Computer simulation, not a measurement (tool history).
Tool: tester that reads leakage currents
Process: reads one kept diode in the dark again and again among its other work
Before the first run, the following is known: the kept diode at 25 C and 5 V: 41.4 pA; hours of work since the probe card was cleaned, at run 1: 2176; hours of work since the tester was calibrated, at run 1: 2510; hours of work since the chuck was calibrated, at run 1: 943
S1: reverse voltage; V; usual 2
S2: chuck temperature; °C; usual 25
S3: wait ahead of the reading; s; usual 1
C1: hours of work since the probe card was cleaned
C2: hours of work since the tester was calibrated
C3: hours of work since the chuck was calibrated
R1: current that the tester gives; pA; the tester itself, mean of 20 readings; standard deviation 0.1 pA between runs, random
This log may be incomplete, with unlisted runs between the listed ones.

run	hour	S1	S2	S3	C1	C2	C3	R1
1	0	2	25	1	2176	2510	943	29.33
2	74.7	2	25	1	2230	2564	996	29.27
3	164.5	2	25	1	2295	2629	1061	29.56
4	243.2	4.5	25	1	2352	2685	1118	40.61
5	344.8	2	44	1	2425	2759	1191	146.81
6	441	2	40	1	2494	2828	1261	106.36
7	537.1	2	40	1	2564	2897	1330	105.64
8	655.4	2	26	1	2649	2983	1415	31.85
# hour 685.2: probe card cleaned and baked
9	776.2	5.33	25	1	66	3068	1500	43.23
10	852.6	5.33	25	1	121	3123	1555	43.37
# hour 952.2: chuck's temperature calibrated
11	953.1	1.77	24	0.41	192	3194	1	25.99
12	1010.1	6.1	25	0.64	233	3235	42	46.22
13	1119.8	6.1	25	0.64	312	3314	121	46.24
14	1187.4	1.33	37	1.94	361	3363	170	70.93
15	1269.2	7.23	21	7.28	420	3422	229	33.13
16	1371.8	1.13	36	0.39	494	3496	303	61.83
17	1475.2	1.64	55	2.62	568	3570	377	319.33
18	1588.5	1.64	55	2.62	650	3652	459	318.01
19	1642.4	6.46	60	0.48	689	3691	498	779.62

What if the next run were any one of these 5? Each begins from the tool's condition after run 19:
A	1743.7	13.82	40	1	762	3764	571	?
B	1743.7	5.01	30	2.6	762	3764	571	?
C	1743.7	6.46	24	0.48	762	3764	571	?
D	1743.7	6.46	60	1.71	762	3764	571	?
E	1743.7	4.08	53	0.59	762	3764	571	?

run	R1
A	225.64
B	64.87
C	43.61
D	784.3
E	389.51
Take away the tool's hidden state, keep each run's random variation, and the runs would have read:
run	R1
A	225.81
B	64.92
C	43.63
D	784.99
E	389.86
